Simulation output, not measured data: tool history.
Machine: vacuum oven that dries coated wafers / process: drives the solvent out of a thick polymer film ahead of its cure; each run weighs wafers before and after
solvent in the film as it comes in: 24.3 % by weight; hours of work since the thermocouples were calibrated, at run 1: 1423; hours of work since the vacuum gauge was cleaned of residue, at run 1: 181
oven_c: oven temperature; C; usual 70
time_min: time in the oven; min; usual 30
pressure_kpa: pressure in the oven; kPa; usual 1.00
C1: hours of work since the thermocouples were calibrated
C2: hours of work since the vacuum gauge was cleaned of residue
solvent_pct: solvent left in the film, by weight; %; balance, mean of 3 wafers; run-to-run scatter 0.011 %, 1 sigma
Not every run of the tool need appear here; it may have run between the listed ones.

run 1 hour=0.0 | oven_c=70 time_min=30 pressure_kpa=1.00 | C1=1423 C2=181 | solvent_pct=1.43
run 2 hour=32.8 | oven_c=70 time_min=30 pressure_kpa=1.00 | C1=1437 C2=195 | solvent_pct=1.42
run 3 hour=58.7 | oven_c=70 time_min=30 pressure_kpa=3.07 | C1=1449 C2=207 | solvent_pct=2.31
run 4 hour=78.2 | oven_c=70 time_min=30 pressure_kpa=3.07 | C1=1457 C2=216 | solvent_pct=2.29
run 5 hour=113.1 | oven_c=70 time_min=29 pressure_kpa=1.00 | C1=1473 C2=231 | solvent_pct=1.51
run 6 hour=144.3 | oven_c=70 time_min=29 pressure_kpa=1.00 | C1=1487 C2=245 | solvent_pct=1.52
run 7 hour=165.5 | oven_c=70 time_min=29 pressure_kpa=1.00 | C1=1496 C2=255 | solvent_pct=1.51
run 8 hour=204.7 | oven_c=70 time_min=29 pressure_kpa=1.00 | C1=1514 C2=272 | solvent_pct=1.52
-- hour=219.9 oven's thermocouples calibrated
run 9 hour=245.3 | oven_c=70 time_min=29 pressure_kpa=1.00 | C1=11 C2=289 | solvent_pct=1.77
run 10 hour=269.0 | oven_c=70 time_min=29 pressure_kpa=1.00 | C1=22 C2=300 | solvent_pct=1.78
run 11 hour=305.9 | oven_c=70 time_min=29 pressure_kpa=1.00 | C1=38 C2=316 | solvent_pct=1.76
run 12 hour=338.5 | oven_c=70 time_min=29 pressure_kpa=1.00 | C1=53 C2=331 | solvent_pct=1.76
run 13 hour=380.0 | oven_c=70 time_min=29 pressure_kpa=1.00 | C1=71 C2=349 | solvent_pct=1.76
run 14 hour=417.7 | oven_c=70 time_min=29 pressure_kpa=1.00 | C1=88 C2=366 | solvent_pct=1.75
run 15 hour=461.4 | oven_c=70 time_min=29 pressure_kpa=1.00 | C1=108 C2=386 | solvent_pct=1.74
run 16 hour=496.0 | oven_c=70 time_min=29 pressure_kpa=1.00 | C1=123 C2=401 | solvent_pct=1.75
run 17 hour=538.3 | oven_c=70 time_min=29 pressure_kpa=1.00 | C1=142 C2=420 | solvent_pct=1.74
run 18 hour=566.0 | oven_c=70 time_min=29 pressure_kpa=1.00 | C1=154 C2=432 | solvent_pct=1.73
run 19 hour=600.5 | oven_c=70 time_min=29 pressure_kpa=1.00 | C1=170 C2=447 | solvent_pct=1.76
run 20 hour=640.0 | oven_c=70 time_min=29 pressure_kpa=1.00 | C1=187 C2=465 | solvent_pct=1.73
run 21 hour=661.0 | oven_c=70 time_min=29 pressure_kpa=1.00 | C1=197 C2=474 | solvent_pct=1.74
run 22 hour=692.7 | oven_c=70 time_min=29 pressure_kpa=1.00 | C1=211 C2=489 | solvent_pct=1.76
run 23 hour=731.8 | oven_c=70 time_min=39 pressure_kpa=1.00 | C1=228 C2=506 | solvent_pct=0.98
run 24 hour=779.2 | oven_c=76 time_min=39 pressure_kpa=1.00 | C1=249 C2=527 | solvent_pct=0.50
run 25 hour=818.5 | oven_c=76 time_min=39 pressure_kpa=1.00 | C1=267 C2=545 | solvent_pct=0.46
run 26 hour=842.4 | oven_c=69 time_min=30 pressure_kpa=2.65 | C1=277 C2=555 | solvent_pct=2.59
run 27 hour=877.9 | oven_c=63 time_min=40 pressure_kpa=0.98 | C1=293 C2=571 | solvent_pct=2.28
run 28 hour=924.2 | oven_c=70 time_min=40 pressure_kpa=0.85 | C1=314 C2=592 | solvent_pct=0.85
run 29 hour=943.6 | oven_c=77 time_min=30 pressure_kpa=1.00 | C1=322 C2=600 | solvent_pct=0.64
run 30 hour=963.1 | oven_c=77 time_min=30 pressure_kpa=1.00 | C1=331 C2=609 | solvent_pct=0.63
run 31 hour=991.2 | oven_c=70 time_min=16 pressure_kpa=0.72 | C1=344 C2=622 | solvent_pct=4.61
run 32 hour=1012.6 | oven_c=72 time_min=51 pressure_kpa=1.23 | C1=353 C2=631 | solvent_pct=0.65
run 33 hour=1054.9 | oven_c=59 time_min=30 pressure_kpa=1.00 | C1=372 C2=650 | solvent_pct=5.31
run 34 hour=1079.1 | oven_c=59 time_min=30 pressure_kpa=1.00 | C1=383 C2=661 | solvent_pct=5.32
run 35 hour=1112.0 | oven_c=59 time_min=30 pressure_kpa=1.00 | C1=397 C2=675 | solvent_pct=5.31
run 36 hour=1144.6 | oven_c=59 time_min=30 pressure_kpa=1.00 | C1=412 C2=690 | solvent_pct=5.31
run 37 hour=1165.0 | oven_c=59 time_min=30 pressure_kpa=1.00 | C1=421 C2=699 | solvent_pct=5.29
run 38 hour=1211.5 | oven_c=59 time_min=30 pressure_kpa=1.00 | C1=442 C2=720 | solvent_pct=5.28
run 39 hour=1238.4 | oven_c=81 time_min=51 pressure_kpa=3.33 | C1=454 C2=732 | solvent_pct=0.99
run 40 hour=1264.3 | oven_c=71 time_min=51 pressure_kpa=0.64 | C1=465 C2=743 | solvent_pct=0.42
run 41 hour=1299.1 | oven_c=70 time_min=30 pressure_kpa=0.95 | C1=481 C2=759 | solvent_pct=1.56
run 42 hour=1320.8 | oven_c=75 time_min=35 pressure_kpa=1.38 | C1=490 C2=768 | solvent_pct=0.75
run 43 hour=1367.8 | oven_c=75 time_min=39 pressure_kpa=1.38 | C1=511 C2=789 | solvent_pct=0.64
run 44 hour=1413.0 | oven_c=58 time_min=42 pressure_kpa=0.72 | C1=531 C2=809 | solvent_pct=3.46
run 45 hour=1443.7 | oven_c=65 time_min=42 pressure_kpa=0.72 | C1=545 C2=823 | solvent_pct=1.45
run 46 hour=1465.3 | oven_c=60 time_min=24 pressure_kpa=0.72 | C1=555 C2=833 | solvent_pct=6.17
run 47 hour=1508.2 | oven_c=67 time_min=16 pressure_kpa=2.25 | C1=574 C2=852 | solvent_pct=6.39
run 48 hour=1540.8 | oven_c=67 time_min=16 pressure_kpa=2.25 | C1=588 C2=866 | solvent_pct=6.40

For each entry between runs, how does the tool's hidden state at the last listed run before it compare with that at the first listed run after it?
In the gap between runs 8 and 9: oven's thermocouples calibrated (hour 219.9)
  true wafer temperature over the reading, C: 1.09 -> -0.11; true pressure over the reading, kPa: 0.047 -> 0.049
  measured less the result without the state, solvent_pct: -0.22 -> +0.05 %
